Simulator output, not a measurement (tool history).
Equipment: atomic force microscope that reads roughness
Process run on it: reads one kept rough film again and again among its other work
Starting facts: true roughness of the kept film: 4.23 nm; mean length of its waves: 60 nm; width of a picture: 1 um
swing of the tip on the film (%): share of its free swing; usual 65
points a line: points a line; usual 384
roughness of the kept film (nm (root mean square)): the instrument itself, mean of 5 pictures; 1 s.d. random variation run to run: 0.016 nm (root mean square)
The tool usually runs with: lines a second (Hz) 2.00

run,day,lines a second (Hz),swing of the tip on the film (%),points a line,roughness of the kept film (nm (root mean square))
1,0.000,2.00,65,384,3.492
2,0.729,2.00,65,384,3.439
3,1.133,2.00,65,384,3.411
# day 1.412: new tip fitted
4,1.967,2.00,65,384,3.751
5,2.529,2.00,65,384,3.680
6,2.975,2.00,65,384,3.642
7,3.792,2.00,62,384,3.611
8,4.500,2.00,65,384,3.527
9,4.938,2.00,65,384,3.492
10,5.442,2.00,65,384,3.435
# day 5.542: height scale calibrated on a step standard
11,5.825,2.00,65,384,3.414
12,6.421,2.00,65,384,3.381
# day 6.588: new tip fitted
# day 7.000: height scale calibrated on a step standard, once more
13,7.025,2.00,65,384,3.796
14,7.721,2.00,65,384,3.727
15,8.375,2.00,65,384,3.697
16,8.958,0.62,67,384,3.783
17,9.746,0.62,55,384,3.771
18,10.233,2.86,65,279,3.427
19,10.621,2.86,65,279,3.416
20,11.062,3.83,73,447,3.087
# day 11.733: new tip fitted
21,11.808,1.89,79,367,3.591
22,12.617,1.89,79,367,3.533
23,13.379,3.20,70,327,3.430
24,13.750,1.22,65,384,3.775
25,14.342,2.00,80,463,3.318
26,14.712,2.80,55,744,3.643
27,15.142,0.52,55,853,3.716
28,15.846,3.17,88,853,2.733
29,16.417,0.71,71,504,3.539

Here are 4 independent what-if runs from the current tool condition. What would each one return?
# day 16.867: new tip fitted
A,17.229,0.54,71,504,?
# day 16.867: new tip fitted
B,17.229,3.64,62,384,?
# day 16.867: new tip fitted
C,17.229,0.71,56,621,?
# day 16.867: new tip fitted
D,17.229,0.52,65,384,?

run,roughness of the kept film (nm (root mean square))
A,3.932
B,3.620
C,3.971
D,3.949
Without the tool's hidden state the same runs would have given:
run,roughness of the kept film (nm (root mean square))
A,3.997
B,3.680
C,4.036
D,4.014
